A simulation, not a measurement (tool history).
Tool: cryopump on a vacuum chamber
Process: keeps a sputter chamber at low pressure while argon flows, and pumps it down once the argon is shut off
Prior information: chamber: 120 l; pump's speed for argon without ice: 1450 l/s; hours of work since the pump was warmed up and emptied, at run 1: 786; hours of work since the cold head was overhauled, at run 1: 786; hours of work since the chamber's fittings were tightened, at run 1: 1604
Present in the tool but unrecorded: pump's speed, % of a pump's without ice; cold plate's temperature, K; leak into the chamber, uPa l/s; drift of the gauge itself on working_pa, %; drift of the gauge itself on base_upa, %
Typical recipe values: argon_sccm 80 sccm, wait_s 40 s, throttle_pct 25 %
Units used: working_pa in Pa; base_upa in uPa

run,hour,argon_sccm,wait_s,throttle_pct,hours of work since the pump was warmed up and emptied,hours of work since the cold head was overhauled,hours of work since the chamber's fittings were tightened,working_pa,base_upa
1,0.0,80,40,25,786,786,1604,0.3989,3.56
2,61.0,80,40,25,818,818,1636,0.3997,3.70
3,121.9,80,40,25,849,849,1667,0.4017,3.66
4,178.9,80,40,25,879,879,1697,0.4051,3.64
5,222.2,122,40,25,901,901,1719,0.6169,3.80
6,255.1,122,40,25,918,918,1736,0.6146,3.84
7,300.9,80,40,27,942,942,1760,0.3787,3.87
# hour 354.4: pump warmed up, emptied and cooled again
8,361.5,80,40,27,4,970,1788,0.3486,3.36
# hour 373.4: leaking fittings of the chamber tightened, without venting
9,415.7,80,40,27,31,997,22,0.3468,1.76
10,470.6,80,40,27,59,1026,50,0.3482,1.77
11,525.9,80,40,27,88,1054,79,0.3491,1.84
12,584.7,80,40,25,118,1085,109,0.3774,1.84
13,630.5,80,40,25,142,1108,133,0.3776,1.90
14,677.5,80,40,25,166,1133,157,0.3774,1.85
15,732.3,34,59,24,194,1161,186,0.1697,1.42

Estimate the outcome of run 16 from the log above:
16,765.0,99,89,20,211,1178,202,?,?

Run 16 gave working_pa 0.5895 Pa, base_upa 1.16 uPa.
Were there no unlogged condition in the tool, this run, its random variation unchanged, would have produced working_pa 0.5798 Pa, base_upa 0.95 uPa.
